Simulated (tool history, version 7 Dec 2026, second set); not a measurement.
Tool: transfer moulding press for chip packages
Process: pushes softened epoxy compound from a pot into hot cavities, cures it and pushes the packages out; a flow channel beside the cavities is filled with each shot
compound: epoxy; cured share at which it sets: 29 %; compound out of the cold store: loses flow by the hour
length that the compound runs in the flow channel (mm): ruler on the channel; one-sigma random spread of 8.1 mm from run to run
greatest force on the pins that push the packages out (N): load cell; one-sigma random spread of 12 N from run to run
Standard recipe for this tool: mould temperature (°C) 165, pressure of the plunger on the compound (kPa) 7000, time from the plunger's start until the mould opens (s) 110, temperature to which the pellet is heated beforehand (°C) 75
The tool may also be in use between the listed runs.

run   hour  mould temperature (°C)  pressure of the plunger on the compound (kPa)  time from the plunger's start until the mould opens (s)  temperature to which the pellet is heated beforehand (°C)  incoming compound's hours out of the cold store  length that the compound runs in the flow channel (mm)  greatest force on the pins that push the packages out (N)
  1      0                     165                                           7000                                                      110                                                         75                                             43.8                                                     814                                                        806
  2    7.8                     165                                           7000                                                      110                                                         75                                             25.2                                                     870                                                        897
  3   22.7                     165                                           7000                                                      110                                                         75                                               39                                                     824                                                        934
  4     35                     165                                           7000                                                      110                                                         75                                             25.8                                                     848                                                       1006
      38.1  -- cavities cleaned with cleaning compound and waxed
  5   43.5                     165                                           5400                                                      110                                                         75                                             32.2                                                     745                                                        624
  6   54.3                     165                                           5400                                                      110                                                         75                                             19.9                                                     767                                                        714
  7   69.5                     165                                           5400                                                      110                                                         75                                               47                                                     700                                                        770
  8   77.6                     159                                           5400                                                      110                                                         75                                               42                                                     730                                                       1385
  9   88.8                     159                                           5400                                                      110                                                         75                                               41                                                     741                                                       1483
 10  100.9                     159                                           5400                                                      110                                                         75                                             27.1                                                     770                                                       1609
 11  108.7                     165                                           7000                                                      110                                                         75                                             44.6                                                     798                                                       1017
     111.5  -- cavities cleaned with cleaning compound and waxed
 12  119.2                     165                                           7000                                                      110                                                         75                                             29.5                                                     850                                                        637
 13  131.2                     165                                           7000                                                      110                                                         75                                             28.2                                                     839                                                        734
     134.7  -- mould's thermocouples calibrated
 14  143.7                     165                                           7000                                                      110                                                         82                                             22.8                                                     865                                                        780
 15  152.3                     162                                           7000                                                      110                                                         75                                              9.5                                                     914                                                       1239
 16  164.2                     163                                           7000                                                      128                                                         75                                             21.7                                                     867                                                        776
 17  171.2                     165                                           7000                                                      110                                                         75                                               24                                                     836                                                       1021
     183.9  -- mould's thermocouples calibrated, once more
 18  184.8                     163                                           7240                                                      121                                                         69                                             37.4                                                     822                                                        861
     188.4  -- cavities cleaned with cleaning compound and waxed
 19  194.7                     163                                           7240                                                      121                                                         69                                             27.1                                                     847                                                        562
 20  210.3                     161                                           7730                                                      112                                                         69                                             29.9                                                     864                                                        933
 21    217                     165                                           6310                                                      130                                                         85                                             17.6                                                     797                                                        533
 22  231.7                     165                                           6310                                                      130                                                         85                                             36.1                                                     766                                                        549
 23  246.2                     165                                           6250                                                       94                                                         85                                             21.9                                                     783                                                       1289
 24  253.3                     165                                           6250                                                       94                                                         85                                             45.9                                                     705                                                       1224
     261.6  -- cavities cleaned with cleaning compound and waxed
 25  269.8                     170                                           6250                                                       94                                                         82                                             23.2                                                     754                                                        564
 26  278.3                     165                                           7740                                                      110                                                         75                                             37.4                                                     816                                                        676
 27  293.9                     165                                           7740                                                      110                                                         75                                             47.6                                                     795                                                        717
 28  302.5                     173                                           8570                                                      133                                                         83                                             24.3                                                     857                                                        487
     310.7  -- plunger's sealing rings changed
 29  317.6                     173                                           5680                                                      133                                                         67                                             30.1                                                     784                                                        502

Measured result minus the same run's result without the hidden state. Both carry the same run-to-run variation, though not necessarily the same gauge scatter:
Hidden state at play: true mould temperature over the reading, C; pressure that reaches the compound, % of what is set; grip of the stained cavities, % over clean ones'; drift of the gauge itself on flow_mm, %; drift of the gauge itself on push_out_n, %.
run  length that the compound runs in the flow channel (mm)  greatest force on the pins that push the packages out (N)
  1                                                     -47                                                       +287
  2                                                     -52                                                       +351
  3                                                     -53                                                       +405
  4                                                     -56                                                       +462
  5                                                     -51                                                        +85
  6                                                     -55                                                       +168
  7                                                     -52                                                       +252
  8                                                     -55                                                       +499
  9                                                     -58                                                       +600
 10                                                     -63                                                       +704
 11                                                     -68                                                       +465
 12                                                     -74                                                       +103
 13                                                     -75                                                       +195
 14                                                     -78                                                       +276
 15                                                     -83                                                       +483
 16                                                     -82                                                       +327
 17                                                     -82                                                       +459
 18                                                     -89                                                       +354
 19                                                     -94                                                        +46
 20                                                    -100                                                       +209
 21                                                     -93                                                       +141
 22                                                     -93                                                       +183
 23                                                     -98                                                       +498
 24                                                     -91                                                       +495
 25                                                     -99                                                        +63
 26                                                    -109                                                       +129
 27                                                    -109                                                       +206
 28                                                    -121                                                       +155
 29                                                      -1                                                       +185
